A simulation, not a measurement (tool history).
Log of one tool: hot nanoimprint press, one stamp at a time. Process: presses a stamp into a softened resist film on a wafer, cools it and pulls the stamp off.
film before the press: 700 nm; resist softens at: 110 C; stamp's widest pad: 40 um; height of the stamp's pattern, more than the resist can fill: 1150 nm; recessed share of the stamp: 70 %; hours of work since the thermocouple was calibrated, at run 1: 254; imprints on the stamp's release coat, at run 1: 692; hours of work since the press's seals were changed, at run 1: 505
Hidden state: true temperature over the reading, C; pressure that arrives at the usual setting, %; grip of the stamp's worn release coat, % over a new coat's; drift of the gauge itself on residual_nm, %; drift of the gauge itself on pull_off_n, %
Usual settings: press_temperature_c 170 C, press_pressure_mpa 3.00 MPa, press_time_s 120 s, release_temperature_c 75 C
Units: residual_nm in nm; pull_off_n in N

run   hour  press_temperature_c  press_pressure_mpa  press_time_s  release_temperature_c  hours of work since the thermocouple was calibrated  imprints on the stamp's release coat  hours of work since the press's seals were changed  residual_nm  pull_off_n
  1    0.0                  170                3.00           120                     75                                                  254                                   692                                                 505        358.3         207
  2   16.7                  170                3.00           120                     77                                                  264                                   745                                                 515        366.6         201
  3   35.2                  170                3.00           120                     77                                                  274                                   805                                                 525        361.9         198
  4   53.2                  170                3.00           120                     75                                                  285                                   862                                                 536        359.0         203
  5   69.7                  170                3.00           120                     75                                                  294                                   916                                                 545        360.4         204
  6   83.5                  170                3.00           120                     75                                                  302                                   960                                                 553        362.2         212
  7  102.2                  170                3.00           120                     75                                                  313                                  1020                                                 563        364.1         212
  8  120.3                  170                3.00           120                     75                                                  323                                  1078                                                 574        362.4         214
  9  140.9                  170                3.00           120                     75                                                  335                                  1144                                                 585        361.7         219
 10  151.8                  170                4.11           120                     75                                                  341                                  1179                                                 592        313.5         204
 11  164.8                  170                3.28           120                     75                                                  348                                  1221                                                 599        346.8         214
 12  176.0                  170                3.28           120                     75                                                  355                                  1257                                                 605        350.5         212
 13  187.2                  170                3.28           120                     75                                                  361                                  1293                                                 612        350.6         215
 14  199.5                  170                3.28           120                     75                                                  368                                  1333                                                 619        347.7         213
 15  216.4                  170                3.00           120                     75                                                  377                                  1387                                                 628        360.1         212
 16  228.6                  170                3.00           120                     75                                                  384                                  1426                                                 635        360.9         209
 17  252.6                  170                3.00            70                     61                                                  398                                  1503                                                 649        430.8         288
 18  272.0                  162                3.00           143                     75                                                  409                                  1566                                                 660        480.6         214
 19  290.6                  170                2.33           143                     75                                                  420                                  1625                                                 670        383.3         210
 20  307.7                  170                2.33           143                     75                                                  429                                  1680                                                 680        380.1         216
 21  325.5                  170                2.33           143                     75                                                  439                                  1737                                                 690        383.1         199
 22  338.5                  170                2.33           143                     75                                                  447                                  1779                                                 698        379.6         217
 23  360.1                  170                2.33           143                     75                                                  459                                  1849                                                 710        378.4         206
 24  372.8                  170                2.33           143                     75                                                  466                                  1889                                                 717        381.1         216
     388.5  -- stamp cleaned and given a new release coat
 25  402.3                  161                3.44           112                     81                                                  480                                    45                                                 731        507.0         169
 26  423.1                  164                2.50            68                     72                                                  492                                   112                                                 742        553.1         232
 27  438.4                  164                2.50            68                     72                                                  500                                   161                                                 751        553.9         229
 28  456.7                  170                4.74            73                     78                                                  511                                   220                                                 761        350.8         192
 29  473.0                  175                3.24           231                     78                                                  520                                   272                                                 771        212.7         193
 30  488.9                  175                2.19           200                     63                                                  529                                   323                                                 780        279.1         278

Forecast each of these 3 alternatives for the next run:
     496.4  -- plate thermocouple calibrated
  A  517.4                  173                1.81           120                     72                                                   12                                   405                                                 794            ?           ?
     496.4  -- plate thermocouple calibrated
  B  517.4                  175                2.43           102                     63                                                   12                                   405                                                 794            ?           ?
     496.4  -- plate thermocouple calibrated
  C  517.4                  163                2.19           200                     63                                                   12                                   405                                                 794            ?           ?

run  residual_nm  pull_off_n
  A        399.1         220
  B        339.1         287
  C        469.8         285
Without the tool's hidden state the same runs would have given:
run  residual_nm  pull_off_n
  A        398.9         219
  B        338.7         286
  C        469.5         284
